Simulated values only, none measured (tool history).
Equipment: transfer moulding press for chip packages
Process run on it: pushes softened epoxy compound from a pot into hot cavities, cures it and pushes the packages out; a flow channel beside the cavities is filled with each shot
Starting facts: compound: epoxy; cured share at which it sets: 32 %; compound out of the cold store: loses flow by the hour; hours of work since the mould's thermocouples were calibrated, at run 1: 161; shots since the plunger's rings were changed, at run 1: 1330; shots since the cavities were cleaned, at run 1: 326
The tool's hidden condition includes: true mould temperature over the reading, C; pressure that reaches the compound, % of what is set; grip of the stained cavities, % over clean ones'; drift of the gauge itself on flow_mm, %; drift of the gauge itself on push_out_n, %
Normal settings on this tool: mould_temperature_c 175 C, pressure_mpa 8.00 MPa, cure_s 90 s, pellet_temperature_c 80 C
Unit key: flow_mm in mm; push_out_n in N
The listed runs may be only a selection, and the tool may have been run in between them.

run   hour  mould_temperature_c  pressure_mpa  cure_s  pellet_temperature_c  hours of work since the mould's thermocouples were calibrated  shots since the plunger's rings were changed  shots since the cavities were cleaned  incoming compound's hours out of the cold store  flow_mm  push_out_n
  1    0.0                  175          8.00      90                    80                                                            161                                          1330                                    326                                             45.1    531.3         506
  2   14.0                  175          8.00      90                    80                                                            169                                          1471                                    467                                             18.8    599.0         531
  3   23.2                  175          8.00      90                    80                                                            174                                          1565                                    561                                             34.0    560.1         494
      26.5  -- cavities cleaned with cleaning compound and waxed
  4   40.2                  175          8.00      90                    80                                                            183                                          1720                                    138                                             28.9    570.4         495
  5   53.8                  175          8.00      90                    80                                                            191                                          1857                                    275                                             17.8    602.5         508
  6   72.1                  175          8.00      90                    80                                                            201                                          2042                                    460                                             17.9    602.4         519
      85.9  -- cavities cleaned with cleaning compound and waxed
  7   93.4                  175          9.56      90                    80                                                            212                                          2241                                     75                                             17.8    658.4         523
  8  113.0                  175          9.56      90                    80                                                            223                                          2439                                    273                                             13.1    672.1         526
  9  121.5                  175          9.56      90                    80                                                            228                                          2525                                    359                                             46.0    580.2         496
 10  131.3                  175          9.56      90                    80                                                            233                                          2623                                    457                                             35.0    609.0         506
 11  142.4                  175          7.03      90                    80                                                            240                                          2735                                    569                                             19.7    560.3         521
     145.1  -- cavities cleaned with cleaning compound and waxed
 12  154.7                  175          7.03      90                    80                                                            246                                          2844                                     97                                             28.6    537.6         509
 13  173.1                  175          8.00      90                    80                                                            256                                          3029                                    282                                             20.4    595.6         501
 14  183.2                  175          8.00      90                    80                                                            262                                          3131                                    384                                             47.6    526.0         504
 15  195.4                  175          8.00      90                    80                                                            269                                          3254                                    507                                              8.1    632.4         533
     203.9  -- cavities cleaned with cleaning compound and waxed
 16  215.5                  177          9.92     111                    77                                                            279                                          3441                                    117                                             14.2    677.0         387
 17  229.4                  177          8.11      98                    82                                                            287                                          3581                                    257                                             29.5    569.1         433
 18  241.6                  171          6.07      98                    82                                                            294                                          3705                                    381                                             22.3    523.0         560
 19  254.3                  171          6.07      88                    82                                                            301                                          3832                                    508                                             21.0    528.1         730
     264.1  -- plunger's sealing rings changed
     265.6  -- cavities cleaned with cleaning compound and waxed
 20  270.9                  181          8.53     103                    86                                                            308                                            54                                     54                                             47.8    527.6         386
 21  284.4                  181          8.49     103                    81                                                            316                                           190                                    190                                             28.9    574.3         379
 22  303.5                  167          6.37     101                    87                                                            326                                           382                                    382                                             18.6    557.0         730
 23  312.4                  175          9.74      90                    72                                                            331                                           471                                    471                                             29.7    629.3         524
     324.2  -- cavities cleaned with cleaning compound and waxed
 24  326.3                  175          9.74      90                    72                                                            338                                           596                                     21                                             45.1    587.2         478
 25  334.6                  175          8.00      96                    74                                                            343                                           680                                    105                                             36.2    554.3         476
 26  348.0                  176          8.00      90                    80                                                            351                                           815                                    240                                             47.1    524.0         460
 27  363.0                  172          9.26     110                    80                                                            359                                           967                                    392                                             36.2    605.5         416
 28  381.1                  169          9.26     110                    80                                                            369                                          1148                                    573                                             21.3    657.2         542
     384.0  -- cavities cleaned with cleaning compound and waxed
 29  390.9                  173          8.50      72                    79                                                            374                                          1232                                     69                                             21.7    616.6         955

For each entry between runs, how does the tool's hidden state at the last listed run before it compare with that at the first listed run after it?
Runs 3 to 4: cavities cleaned with cleaning compound and waxed (hour 26.5)
  pressure that reaches the compound, % of what is set: 99.97 -> 99.96; grip of the stained cavities, % over clean ones': 1.4 -> 0.4
Runs 6 to 7: cavities cleaned with cleaning compound and waxed (hour 85.9)
  pressure that reaches the compound, % of what is set: 99.96 -> 99.95; grip of the stained cavities, % over clean ones': 1.1 -> 0.3
Runs 11 to 12: cavities cleaned with cleaning compound and waxed (hour 145.1)
  grip of the stained cavities, % over clean ones': 1.3 -> 0.4
Runs 15 to 16: cavities cleaned with cleaning compound and waxed (hour 203.9)
  pressure that reaches the compound, % of what is set: 99.93 -> 99.92; grip of the stained cavities, % over clean ones': 1.3 -> 0.4
Runs 19 to 20: plunger's sealing rings changed (hour 264.1); cavities cleaned with cleaning compound and waxed (hour 265.6)
  pressure that reaches the compound, % of what is set: 99.91 -> 100; grip of the stained cavities, % over clean ones': 1.2 -> 0.2
Runs 23 to 24: cavities cleaned with cleaning compound and waxed (hour 324.2)
  grip of the stained cavities, % over clean ones': 1.2 -> 0.1
Runs 28 to 29: cavities cleaned with cleaning compound and waxed (hour 384.0)
  grip of the stained cavities, % over clean ones': 1.3 -> 0.2
